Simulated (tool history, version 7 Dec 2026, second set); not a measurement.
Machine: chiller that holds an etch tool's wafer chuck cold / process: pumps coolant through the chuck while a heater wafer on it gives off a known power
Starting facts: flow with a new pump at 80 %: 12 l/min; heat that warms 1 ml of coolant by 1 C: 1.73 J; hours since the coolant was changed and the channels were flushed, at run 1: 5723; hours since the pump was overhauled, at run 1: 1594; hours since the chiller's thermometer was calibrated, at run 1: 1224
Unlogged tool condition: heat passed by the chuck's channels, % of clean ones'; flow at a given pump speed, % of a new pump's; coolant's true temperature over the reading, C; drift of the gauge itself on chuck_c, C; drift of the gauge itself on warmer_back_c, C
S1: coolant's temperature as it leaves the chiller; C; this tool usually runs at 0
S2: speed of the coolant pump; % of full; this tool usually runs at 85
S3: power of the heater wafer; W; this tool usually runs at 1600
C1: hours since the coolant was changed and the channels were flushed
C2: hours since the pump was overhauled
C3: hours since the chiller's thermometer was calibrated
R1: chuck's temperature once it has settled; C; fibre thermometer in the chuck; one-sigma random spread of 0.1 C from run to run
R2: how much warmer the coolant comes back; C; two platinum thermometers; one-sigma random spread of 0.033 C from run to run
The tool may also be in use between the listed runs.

run 1 hour=0 | S1=0 S2=85 S3=1600 | C1=5723 C2=1594 C3=1224 | R1=13.7 R2=4.41
run 2 hour=33.7 | S1=0 S2=85 S3=1600 | C1=5756 C2=1627 C3=1258 | R1=14 R2=4.38
run 3 hour=76.5 | S1=0 S2=85 S3=1600 | C1=5799 C2=1670 C3=1300 | R1=13.8 R2=4.45
run 4 hour=99.9 | S1=0 S2=85 S3=1600 | C1=5823 C2=1694 C3=1324 | R1=14 R2=4.4
run 5 hour=133.1 | S1=0 S2=85 S3=1600 | C1=5856 C2=1727 C3=1357 | R1=13.9 R2=4.44
run 6 hour=177 | S1=0 S2=70 S3=1600 | C1=5900 C2=1771 C3=1401 | R1=16.2 R2=5.42
run 7 hour=213.4 | S1=0 S2=93 S3=1600 | C1=5936 C2=1807 C3=1437 | R1=12.8 R2=3.96
run 8 hour=251.4 | S1=0 S2=93 S3=1600 | C1=5974 C2=1845 C3=1475 | R1=12.7 R2=4.05
run 9 hour=292.6 | S1=0 S2=61 S3=1600 | C1=6015 C2=1886 C3=1516 | R1=18.5 R2=6.31
run 10 hour=335.7 | S1=5 S2=85 S3=1600 | C1=6058 C2=1929 C3=1560 | R1=18.8 R2=4.42
run 11 hour=371 | S1=0 S2=85 S3=1600 | C1=6094 C2=1965 C3=1595 | R1=14 R2=4.45
run 12 hour=403.4 | S1=-7 S2=85 S3=1600 | C1=6126 C2=1997 C3=1627 | R1=7 R2=4.43
run 13 hour=448.6 | S1=-7 S2=85 S3=1600 | C1=6171 C2=2042 C3=1672 | R1=7 R2=4.49
run 14 hour=478.9 | S1=-7 S2=85 S3=1600 | C1=6202 C2=2073 C3=1703 | R1=6.9 R2=4.44
run 15 hour=520.3 | S1=-7 S2=77 S3=1600 | C1=6243 C2=2114 C3=1744 | R1=8.3 R2=5
run 16 hour=558.2 | S1=-7 S2=77 S3=1600 | C1=6281 C2=2152 C3=1782 | R1=8.2 R2=4.92
run 17 hour=610.7 | S1=-7 S2=77 S3=1600 | C1=6333 C2=2204 C3=1835 | R1=8.3 R2=4.97
run 18 hour=632 | S1=-7 S2=73 S3=1600 | C1=6355 C2=2226 C3=1856 | R1=9 R2=5.3
run 19 hour=666.2 | S1=-1 S2=71 S3=841 | C1=6389 C2=2260 C3=1890 | R1=7.5 R2=2.81
run 20 hour=715.6 | S1=-5 S2=83 S3=1600 | C1=6438 C2=2309 C3=1939 | R1=9.2 R2=4.61
run 21 hour=741.5 | S1=0 S2=76 S3=864 | C1=6464 C2=2335 C3=1965 | R1=8.1 R2=2.7
run 22 hour=784.8 | S1=0 S2=76 S3=864 | C1=6507 C2=2378 C3=2009 | R1=8.2 R2=2.71
run 23 hour=808.6 | S1=0 S2=76 S3=864 | C1=6531 C2=2402 C3=2032 | R1=8.2 R2=2.74
run 24 hour=856.1 | S1=0 S2=72 S3=2274 | C1=6579 C2=2450 C3=2080 | R1=23.1 R2=7.6
run 25 hour=900.6 | S1=0 S2=72 S3=2274 | C1=6623 C2=2494 C3=2124 | R1=23.3 R2=7.6
run 26 hour=949.1 | S1=0 S2=72 S3=2274 | C1=6672 C2=2543 C3=2173 | R1=23.5 R2=7.67
run 27 hour=993.7 | S1=0 S2=87 S3=2229 | C1=6716 C2=2587 C3=2218 | R1=19.4 R2=6.12
run 28 hour=1023 | S1=0 S2=87 S3=2229 | C1=6746 C2=2617 C3=2247 | R1=19.3 R2=6.08
run 29 hour=1048 | S1=0 S2=87 S3=2229 | C1=6771 C2=2642 C3=2272 | R1=19.2 R2=6.04
run 30 hour=1097.6 | S1=0 S2=87 S3=2229 | C1=6820 C2=2691 C3=2321 | R1=19.4 R2=6.07
run 31 hour=1120.9 | S1=9 S2=85 S3=1218 | C1=6844 C2=2714 C3=2345 | R1=19.9 R2=3.4
run 32 hour=1163.7 | S1=-6 S2=64 S3=1218 | C1=6886 C2=2757 C3=2388 | R1=7.7 R2=4.66
run 33 hour=1199.2 | S1=9 S2=90 S3=1462 | C1=6922 C2=2793 C3=2423 | R1=21.3 R2=3.86

Run by run, hidden condition taken away, random variation retained:
run=1 R1=12.3 R2=4.34
run=2 R1=12.6 R2=4.31
run=3 R1=12.4 R2=4.37
run=4 R1=12.6 R2=4.32
run=5 R1=12.5 R2=4.36
run=6 R1=14.5 R2=5.32
run=7 R1=11.5 R2=3.88
run=8 R1=11.4 R2=3.97
run=9 R1=16.5 R2=6.18
run=10 R1=17.3 R2=4.32
run=11 R1=12.5 R2=4.35
run=12 R1=5.5 R2=4.33
run=13 R1=5.5 R2=4.39
run=14 R1=5.4 R2=4.34
run=15 R1=6.6 R2=4.88
run=16 R1=6.5 R2=4.8
run=17 R1=6.6 R2=4.84
run=18 R1=7.2 R2=5.17
run=19 R1=6.6 R2=2.73
run=20 R1=7.6 R2=4.49
run=21 R1=7.2 R2=2.63
run=22 R1=7.3 R2=2.63
run=23 R1=7.3 R2=2.66
run=24 R1=20.3 R2=7.38
run=25 R1=20.5 R2=7.38
run=26 R1=20.6 R2=7.45
run=27 R1=17 R2=5.94
run=28 R1=16.9 R2=5.89
run=29 R1=16.8 R2=5.86
run=30 R1=16.9 R2=5.88
run=31 R1=18.6 R2=3.29
run=32 R1=6 R2=4.51
run=33 R1=19.8 R2=3.74

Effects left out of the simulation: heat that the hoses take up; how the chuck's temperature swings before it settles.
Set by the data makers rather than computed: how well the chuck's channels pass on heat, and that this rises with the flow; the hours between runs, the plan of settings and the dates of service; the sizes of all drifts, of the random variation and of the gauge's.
